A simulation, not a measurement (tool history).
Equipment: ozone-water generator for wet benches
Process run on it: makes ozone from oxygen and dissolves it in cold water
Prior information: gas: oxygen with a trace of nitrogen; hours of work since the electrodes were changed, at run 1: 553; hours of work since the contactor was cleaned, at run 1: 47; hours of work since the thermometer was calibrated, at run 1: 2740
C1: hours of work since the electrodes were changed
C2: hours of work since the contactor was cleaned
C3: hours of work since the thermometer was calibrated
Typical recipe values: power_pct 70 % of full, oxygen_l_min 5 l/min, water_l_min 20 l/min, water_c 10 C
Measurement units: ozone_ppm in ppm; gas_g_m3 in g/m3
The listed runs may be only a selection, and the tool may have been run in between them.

{"run": 1, "hour": 0.0, "power_pct": 70, "oxygen_l_min": 5, "water_l_min": 20, "water_c": 10, "C1": 553, "C2": 47, "C3": 2740, "ozone_ppm": 27.8, "gas_g_m3": 222.8}
{"run": 2, "hour": 22.7, "power_pct": 70, "oxygen_l_min": 5, "water_l_min": 20, "water_c": 10, "C1": 573, "C2": 67, "C3": 2761, "ozone_ppm": 27.8, "gas_g_m3": 220.5}
{"run": 3, "hour": 42.4, "power_pct": 70, "oxygen_l_min": 5, "water_l_min": 20, "water_c": 10, "C1": 591, "C2": 85, "C3": 2778, "ozone_ppm": 27.7, "gas_g_m3": 220.2}
{"run": 4, "hour": 57.7, "power_pct": 70, "oxygen_l_min": 5, "water_l_min": 20, "water_c": 6, "C1": 604, "C2": 98, "C3": 2792, "ozone_ppm": 29.1, "gas_g_m3": 221.9}
{"run": 5, "hour": 78.4, "power_pct": 70, "oxygen_l_min": 5, "water_l_min": 20, "water_c": 10, "C1": 623, "C2": 117, "C3": 2811, "ozone_ppm": 27.7, "gas_g_m3": 220.4}
{"run": 6, "hour": 112.1, "power_pct": 70, "oxygen_l_min": 5, "water_l_min": 20, "water_c": 10, "C1": 653, "C2": 147, "C3": 2841, "ozone_ppm": 27.8, "gas_g_m3": 220.9}
{"run": 7, "hour": 136.6, "power_pct": 70, "oxygen_l_min": 5, "water_l_min": 20, "water_c": 10, "C1": 675, "C2": 169, "C3": 2863, "ozone_ppm": 27.6, "gas_g_m3": 220.4}
{"run": 8, "hour": 158.0, "power_pct": 70, "oxygen_l_min": 5, "water_l_min": 20, "water_c": 10, "C1": 694, "C2": 188, "C3": 2882, "ozone_ppm": 27.6, "gas_g_m3": 221}
{"run": 9, "hour": 192.9, "power_pct": 70, "oxygen_l_min": 5, "water_l_min": 20, "water_c": 7, "C1": 725, "C2": 220, "C3": 2913, "ozone_ppm": 28.9, "gas_g_m3": 221.4}
{"run": 10, "hour": 221.8, "power_pct": 70, "oxygen_l_min": 4.77, "water_l_min": 20, "water_c": 10, "C1": 751, "C2": 245, "C3": 2939, "ozone_ppm": 27.5, "gas_g_m3": 228.4}
{"run": 11, "hour": 258.7, "power_pct": 70, "oxygen_l_min": 4.77, "water_l_min": 20, "water_c": 13, "C1": 785, "C2": 279, "C3": 2972, "ozone_ppm": 26.7, "gas_g_m3": 226.6}
{"run": 12, "hour": 274.9, "power_pct": 70, "oxygen_l_min": 5, "water_l_min": 20, "water_c": 18, "C1": 799, "C2": 293, "C3": 2987, "ozone_ppm": 24.8, "gas_g_m3": 219.8}
{"run": 13, "hour": 309.3, "power_pct": 70, "oxygen_l_min": 5, "water_l_min": 20, "water_c": 18, "C1": 830, "C2": 324, "C3": 3018, "ozone_ppm": 24.8, "gas_g_m3": 218.4}
{"run": 14, "hour": 339.9, "power_pct": 70, "oxygen_l_min": 5, "water_l_min": 28, "water_c": 10, "C1": 857, "C2": 351, "C3": 3045, "ozone_ppm": 20.3, "gas_g_m3": 220.7}
{"run": 15, "hour": 377.3, "power_pct": 70, "oxygen_l_min": 5, "water_l_min": 28, "water_c": 10, "C1": 891, "C2": 385, "C3": 3078, "ozone_ppm": 20.3, "gas_g_m3": 220}
{"run": 16, "hour": 402.9, "power_pct": 70, "oxygen_l_min": 5, "water_l_min": 20, "water_c": 10, "C1": 914, "C2": 408, "C3": 3101, "ozone_ppm": 27.4, "gas_g_m3": 219.4}
{"run": 17, "hour": 434.4, "power_pct": 81, "oxygen_l_min": 5, "water_l_min": 24, "water_c": 8, "C1": 942, "C2": 436, "C3": 3130, "ozone_ppm": 27.3, "gas_g_m3": 249.2}
{"run": 18, "hour": 456.4, "power_pct": 59, "oxygen_l_min": 3.24, "water_l_min": 24, "water_c": 5, "C1": 962, "C2": 456, "C3": 3149, "ozone_ppm": 20.8, "gas_g_m3": 252.7}
{"run": 19, "hour": 489.8, "power_pct": 59, "oxygen_l_min": 3.24, "water_l_min": 24, "water_c": 5, "C1": 992, "C2": 486, "C3": 3179, "ozone_ppm": 20.7, "gas_g_m3": 252.2}
{"run": 20, "hour": 515.0, "power_pct": 59, "oxygen_l_min": 3.28, "water_l_min": 24, "water_c": 5, "C1": 1014, "C2": 508, "C3": 3202, "ozone_ppm": 20.4, "gas_g_m3": 248.3}
{"run": 21, "hour": 537.8, "power_pct": 48, "oxygen_l_min": 3.28, "water_l_min": 31, "water_c": 5, "C1": 1035, "C2": 529, "C3": 3222, "ozone_ppm": 13, "gas_g_m3": 210.5}
{"run": 22, "hour": 556.8, "power_pct": 80, "oxygen_l_min": 5, "water_l_min": 22, "water_c": 5, "C1": 1052, "C2": 546, "C3": 3239, "ozone_ppm": 29.6, "gas_g_m3": 248}
{"run": 23, "hour": 572.9, "power_pct": 80, "oxygen_l_min": 5, "water_l_min": 22, "water_c": 5, "C1": 1066, "C2": 560, "C3": 3254, "ozone_ppm": 29.8, "gas_g_m3": 243.5}
{"run": 24, "hour": 603.7, "power_pct": 70, "oxygen_l_min": 4.1, "water_l_min": 16, "water_c": 11, "C1": 1094, "C2": 588, "C3": 3282, "ozone_ppm": 32.6, "gas_g_m3": 251.9}
{"run": 25, "hour": 641.6, "power_pct": 46, "oxygen_l_min": 3.85, "water_l_min": 30, "water_c": 5, "C1": 1128, "C2": 622, "C3": 3315, "ozone_ppm": 13.3, "gas_g_m3": 181.5}
{"run": 26, "hour": 674.9, "power_pct": 40, "oxygen_l_min": 3.28, "water_l_min": 12, "water_c": 16, "C1": 1158, "C2": 652, "C3": 3345, "ozone_ppm": 23.8, "gas_g_m3": 178.3}
{"run": 27, "hour": 696.6, "power_pct": 40, "oxygen_l_min": 3.28, "water_l_min": 12, "water_c": 16, "C1": 1177, "C2": 671, "C3": 3365, "ozone_ppm": 23.6, "gas_g_m3": 179.8}
{"run": 28, "hour": 734.1, "power_pct": 40, "oxygen_l_min": 3.28, "water_l_min": 12, "water_c": 16, "C1": 1211, "C2": 705, "C3": 3398, "ozone_ppm": 23.8, "gas_g_m3": 181.3}
{"run": 29, "hour": 762.8, "power_pct": 59, "oxygen_l_min": 7.15, "water_l_min": 13, "water_c": 10, "C1": 1236, "C2": 731, "C3": 3424, "ozone_ppm": 30, "gas_g_m3": 149.3}
{"run": 30, "hour": 787.6, "power_pct": 70, "oxygen_l_min": 8.42, "water_l_min": 20, "water_c": 6, "C1": 1259, "C2": 753, "C3": 3446, "ozone_ppm": 27.6, "gas_g_m3": 153.9}
{"run": 31, "hour": 820.5, "power_pct": 70, "oxygen_l_min": 8.42, "water_l_min": 20, "water_c": 6, "C1": 1288, "C2": 782, "C3": 3476, "ozone_ppm": 27.5, "gas_g_m3": 154.4}
{"run": 32, "hour": 840.4, "power_pct": 70, "oxygen_l_min": 2.99, "water_l_min": 26, "water_c": 10, "C1": 1306, "C2": 800, "C3": 3494, "ozone_ppm": 20.9, "gas_g_m3": 306.9}

Difference, measured minus no-hidden-state, one row per run. Run-to-run variation is common to both terms; the gauge's own scatter need not be:
What the log doesn't record here: yield of the discharge, % of new electrodes'; contactor's efficiency, % of a clean one's; true water temperature over the reading, C; drift of the gauge itself on ozone_ppm, %; drift of the gauge itself on gas_g_m3, %.
run=1 ozone_ppm=-0.6 gas_g_m3=-2.8
run=2 ozone_ppm=-0.6 gas_g_m3=-2.9
run=3 ozone_ppm=-0.6 gas_g_m3=-2.9
run=4 ozone_ppm=-0.6 gas_g_m3=-3.1
run=5 ozone_ppm=-0.6 gas_g_m3=-3.1
run=6 ozone_ppm=-0.6 gas_g_m3=-3.3
run=7 ozone_ppm=-0.6 gas_g_m3=-3.3
run=8 ozone_ppm=-0.7 gas_g_m3=-3.5
run=9 ozone_ppm=-0.7 gas_g_m3=-3.6
run=10 ozone_ppm=-0.7 gas_g_m3=-3.7
run=11 ozone_ppm=-0.7 gas_g_m3=-4
run=12 ozone_ppm=-0.7 gas_g_m3=-3.9
run=13 ozone_ppm=-0.8 gas_g_m3=-4
run=14 ozone_ppm=-0.6 gas_g_m3=-4.2
run=15 ozone_ppm=-0.7 gas_g_m3=-4.3
run=16 ozone_ppm=-0.8 gas_g_m3=-4.4
run=17 ozone_ppm=-0.9 gas_g_m3=-5.8
run=18 ozone_ppm=-0.6 gas_g_m3=-4.5
run=19 ozone_ppm=-0.6 gas_g_m3=-4.6
run=20 ozone_ppm=-0.6 gas_g_m3=-4.7
run=21 ozone_ppm=-0.3 gas_g_m3=-3.1
run=22 ozone_ppm=-1.2 gas_g_m3=-6.3
run=23 ozone_ppm=-1.2 gas_g_m3=-6.3
run=24 ozone_ppm=-1.1 gas_g_m3=-6
run=25 ozone_ppm=-0.4 gas_g_m3=-2.8
run=26 ozone_ppm=-0.5 gas_g_m3=-2.3
run=27 ozone_ppm=-0.6 gas_g_m3=-2.4
run=28 ozone_ppm=-0.6 gas_g_m3=-2.4
run=29 ozone_ppm=-1.1 gas_g_m3=-3.4
run=30 ozone_ppm=-1.2 gas_g_m3=-4.2
run=31 ozone_ppm=-1.1 gas_g_m3=-4.3
run=32 ozone_ppm=-0.9 gas_g_m3=-8.7
